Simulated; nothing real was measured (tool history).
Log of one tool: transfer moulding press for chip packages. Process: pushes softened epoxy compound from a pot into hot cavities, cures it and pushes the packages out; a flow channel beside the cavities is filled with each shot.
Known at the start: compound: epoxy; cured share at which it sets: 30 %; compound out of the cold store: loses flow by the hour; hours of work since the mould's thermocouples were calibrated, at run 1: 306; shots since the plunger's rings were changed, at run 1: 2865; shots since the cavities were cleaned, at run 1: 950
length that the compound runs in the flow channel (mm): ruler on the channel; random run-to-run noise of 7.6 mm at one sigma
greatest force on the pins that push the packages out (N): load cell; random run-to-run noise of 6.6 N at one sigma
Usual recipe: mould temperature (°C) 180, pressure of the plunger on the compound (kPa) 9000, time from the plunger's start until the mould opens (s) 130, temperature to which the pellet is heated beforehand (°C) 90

run,hour,mould temperature (°C),pressure of the plunger on the compound (kPa),time from the plunger's start until the mould opens (s),temperature to which the pellet is heated beforehand (°C),hours of work since the mould's thermocouples were calibrated,shots since the plunger's rings were changed,shots since the cavities were cleaned,incoming compound's hours out of the cold store,length that the compound runs in the flow channel (mm),greatest force on the pins that push the packages out (N)
1,0.0,180,9000,130,90,306,2865,950,15.5,867,514
2,11.4,180,9000,130,90,314,2977,1062,14.8,865,515
3,24.2,180,9000,130,96,323,3103,1188,40.5,749,515
# hour 28.0: cavities cleaned with cleaning compound and waxed
4,45.8,180,9000,130,82,337,3302,176,31.4,789,347
5,57.1,180,9000,130,82,345,3413,287,13.3,864,389
6,68.9,180,9000,130,82,353,3529,403,45.7,749,392
7,91.2,180,9000,130,95,369,3749,623,38.8,763,454
8,102.0,180,9000,130,95,376,3855,729,46.6,728,458
9,116.7,180,9000,122,90,387,3999,873,14.2,852,509
10,142.8,180,9000,122,90,405,4256,1130,32.1,783,516
# hour 151.8: cavities cleaned with cleaning compound and waxed
11,155.8,180,9000,130,90,413,4369,39,35.8,760,280
12,181.2,180,9000,130,90,430,4619,289,37.6,745,377
13,193.0,180,9000,130,90,439,4736,406,46.0,734,412
14,205.3,180,9000,130,90,447,4857,527,33.4,757,443
15,223.4,180,9000,130,90,460,5035,705,18.1,825,460
16,242.2,180,9000,130,90,473,5220,890,9.5,841,499
17,257.7,181,8420,140,82,484,5373,1043,43.8,690,490
18,270.3,181,8420,140,82,492,5497,1167,31.3,722,480
# hour 275.0: cavities cleaned with cleaning compound and waxed
19,289.5,181,8420,140,82,505,5672,143,10.8,796,326
20,312.6,181,9000,144,87,521,5899,370,27.4,779,407
21,334.1,180,7630,144,87,536,6110,581,17.6,732,430
22,352.9,180,7630,144,87,549,6295,766,11.1,753,449
# hour 370.7: plunger's sealing rings changed
23,381.2,175,7320,144,93,567,103,1020,18.5,807,527
# hour 401.6: cavities cleaned with cleaning compound and waxed
24,405.8,185,9000,130,90,583,331,42,41.7,794,276
25,419.8,175,8520,151,99,593,468,179,24.2,829,343
26,430.5,175,8520,132,99,600,573,284,42.8,775,406
27,449.0,172,8970,142,88,613,756,467,34.8,832,503
28,473.4,172,8970,142,88,630,996,707,34.9,825,540

For some of the steps in length that the compound runs in the flow channel (mm) from one run to the next: how much would appear even if the tool had no hidden state, given the settings, what came in and random variation, and how much remains for the hidden state plus any gauge scatter that the measured result and the result without hidden state don't share?
The tool's hidden condition here consists of: true mould temperature over the reading, C; pressure that reaches the compound, % of what is set; grip of the stained cavities, % over clean ones'; drift of the gauge itself on flow_mm, %; drift of the gauge itself on push_out_n, %.
Run 8 -> 9: time from the plunger's start until the mould opens (s) 130 -> 122, temperature to which the pellet is heated beforehand (°C) 95 -> 90. length that the compound runs in the flow channel (mm) +124: hidden state -11, all else +135.
Run 16 -> 17: mould temperature (°C) 180 -> 181, pressure of the plunger on the compound (kPa) 9000 -> 8420, time from the plunger's start until the mould opens (s) 130 -> 140, temperature to which the pellet is heated beforehand (°C) 90 -> 82. length that the compound runs in the flow channel (mm) -151: hidden state +12, all else -163.
Run 22 -> 23: mould temperature (°C) 180 -> 175, pressure of the plunger on the compound (kPa) 7630 -> 7320, temperature to which the pellet is heated beforehand (°C) 87 -> 93, plunger's sealing rings changed. length that the compound runs in the flow channel (mm) +54: hidden state +82, all else -28.
